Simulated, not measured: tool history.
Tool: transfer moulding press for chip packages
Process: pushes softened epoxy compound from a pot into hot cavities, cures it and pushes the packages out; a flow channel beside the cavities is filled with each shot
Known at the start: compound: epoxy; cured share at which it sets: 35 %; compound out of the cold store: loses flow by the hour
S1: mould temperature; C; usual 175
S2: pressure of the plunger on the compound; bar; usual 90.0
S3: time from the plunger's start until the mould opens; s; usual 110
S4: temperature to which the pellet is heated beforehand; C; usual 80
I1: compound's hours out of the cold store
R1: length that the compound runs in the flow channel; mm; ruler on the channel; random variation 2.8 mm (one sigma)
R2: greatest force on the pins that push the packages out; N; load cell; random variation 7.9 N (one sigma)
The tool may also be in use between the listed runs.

run,hour,S1,S2,S3,S4,I1,R1,R2
1,0.0,175,90.0,110,80,39.8,610,339
2,23.0,175,90.0,110,80,26.7,646,355
# hour 36.2: cavities cleaned with cleaning compound and waxed
3,43.3,175,90.0,110,80,29.3,643,359
4,75.7,175,90.0,110,80,12.5,674,363
# hour 83.9: cavities cleaned with cleaning compound and waxed
5,109.4,175,90.0,110,80,36.3,625,347
# hour 130.2: cavities cleaned with cleaning compound and waxed
6,150.9,175,90.0,110,80,31.5,636,359
# hour 172.6: plunger's sealing rings changed
7,172.6,175,90.0,110,80,28.5,644,355
# hour 180.2: cavities cleaned with cleaning compound and waxed
8,210.3,175,90.0,110,80,34.6,632,345
# hour 226.4: cavities cleaned with cleaning compound and waxed
9,245.4,175,90.0,140,80,39.6,622,284
10,266.6,175,90.0,110,80,43.8,606,333
# hour 273.5: cavities cleaned with cleaning compound and waxed
11,286.8,175,90.0,110,80,12.0,672,353
12,316.7,175,90.0,94,76,30.5,632,486
# hour 320.5: cavities cleaned with cleaning compound and waxed
13,344.9,182,90.0,127,80,42.0,595,287
# hour 366.8: cavities cleaned with cleaning compound and waxed
14,382.1,175,108.2,110,80,20.1,719,361
# hour 413.3: cavities cleaned with cleaning compound and waxed
15,423.2,175,108.2,110,80,40.6,678,342
16,447.3,170,90.0,110,87,21.2,671,496
# hour 460.6: cavities cleaned with cleaning compound and waxed
17,483.9,170,90.0,110,77,37.2,636,500
# hour 506.3: cavities cleaned with cleaning compound and waxed
18,509.9,174,90.0,110,80,46.8,604,350
19,533.8,174,90.0,110,80,45.6,610,361

3 ways to go on from here, each from the tool as it stands after run 19. What would each give?
# hour 553.9: cavities cleaned with cleaning compound and waxed
A,562.6,178,90.0,94,87,19.9,?,?
# hour 553.9: cavities cleaned with cleaning compound and waxed
B,562.6,175,90.0,124,88,35.1,?,?
# hour 553.9: cavities cleaned with cleaning compound and waxed
C,562.6,168,72.9,95,80,23.0,?,?

run,R1,R2
A,653,381
B,627,298
C,606,824
With the hidden condition removed and each run's random variation left untouched, the same runs would have given:
run,R1,R2
A,654,379
B,628,297
C,607,820
